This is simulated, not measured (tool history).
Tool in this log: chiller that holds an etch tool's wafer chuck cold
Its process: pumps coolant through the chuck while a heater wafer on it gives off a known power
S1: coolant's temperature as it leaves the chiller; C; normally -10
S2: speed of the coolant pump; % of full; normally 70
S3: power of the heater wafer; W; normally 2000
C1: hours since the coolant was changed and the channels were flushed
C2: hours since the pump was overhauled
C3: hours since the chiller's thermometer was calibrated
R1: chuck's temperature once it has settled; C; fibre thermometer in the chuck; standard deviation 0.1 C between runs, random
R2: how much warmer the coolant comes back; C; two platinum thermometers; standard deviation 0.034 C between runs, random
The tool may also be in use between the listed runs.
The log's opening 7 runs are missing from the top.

run    hour   S1  S2    S3    C1    C2    C3     R1    R2
  8  1135.1  -19  70  2000  3788   868  1130   -5.2  4.94
  9  1324.3  -19  70  2000  3977  1057  1319   -5.2  4.89
 10  1507.8  -19  70  2000  4161  1241  1503     -5  4.95
 11  1634.3  -19  70  2000  4287  1367  1629     -5  4.91
 12  1742.3  -10  76  2000  4395  1475  1737    3.5  4.56
     1858.3  -- coolant changed, channels flushed
 13  1910.2  -10  76  2000    52  1637  1899    3.3  4.56
 14  2111.8  -10  76  2000   254  1839  2101    3.2   4.5
 15  2214.1  -10  70  2000   356  1941  2203    3.9  4.87
     2315.7  -- chiller's thermometer calibrated
 16    2353  -10  61  2000   494  2079    37    5.3  5.59
 17  2472.2  -20  94  2611   613  2198   157   -5.1  4.76
 18  2588.1  -20  88  2611   729  2314   272   -4.4  5.09
 19  2827.6  -20  88  2611   968  2554   512   -4.3  5.08
 20  2979.3   -8  70  1633  1120  2705   664    3.5  3.95
 21  3122.7   -7  68  1083  1263  2849   807    0.7  2.59
 22  3274.3   -4  70  2000  1415  3000   959     10  4.85
 23  3499.4  -10  73  1770  1640  3226  1184    2.2  4.03
 24  3703.4  -17  62  1421  1844  3430  1388   -6.3  3.88
 25  3883.7  -17  67  1103  2024  3610  1568   -9.1   2.7
 26  4036.3  -19  89  1411  2177  3762  1721  -10.6  2.59
 27  4179.7  -10  78  2000  2320  3906  1864    3.2  4.32
 28  4387.7  -10  78  2000  2528  4114  2072    2.9  4.32
 29  4591.4   -4  86  1902  2732  4318  2276    7.5  3.69
     4611.3  -- chiller's thermometer calibrated
 30  4819.4  -14  70  2000  2959  4545   208   -0.1   4.8
 31  5025.1  -17  65  1234  3165  4750   414   -7.9  3.09

Here are 4 independent what-if runs from the current tool condition. What would each one return?
  A  5146.5   -8  79  1257  3286  4872  535   ?   ?
  B  5146.5   -2  73  1710  3286  4872  535   ?   ?
  C  5146.5  -10  63  2603  3286  4872  535   ?   ?
  D  5146.5   -6  70  2678  3286  4872  535   ?   ?

run    R1    R2
  A   0.1  2.61
  B   9.6  3.87
  C   9.4  6.96
  D  12.8  6.48
The same runs, with their run-to-run variation unchanged, on a tool lacking any hidden condition would have given:
run    R1    R2
  A   0.1  2.86
  B   9.6  4.12
  C   9.4  7.21
  D  12.8  6.73
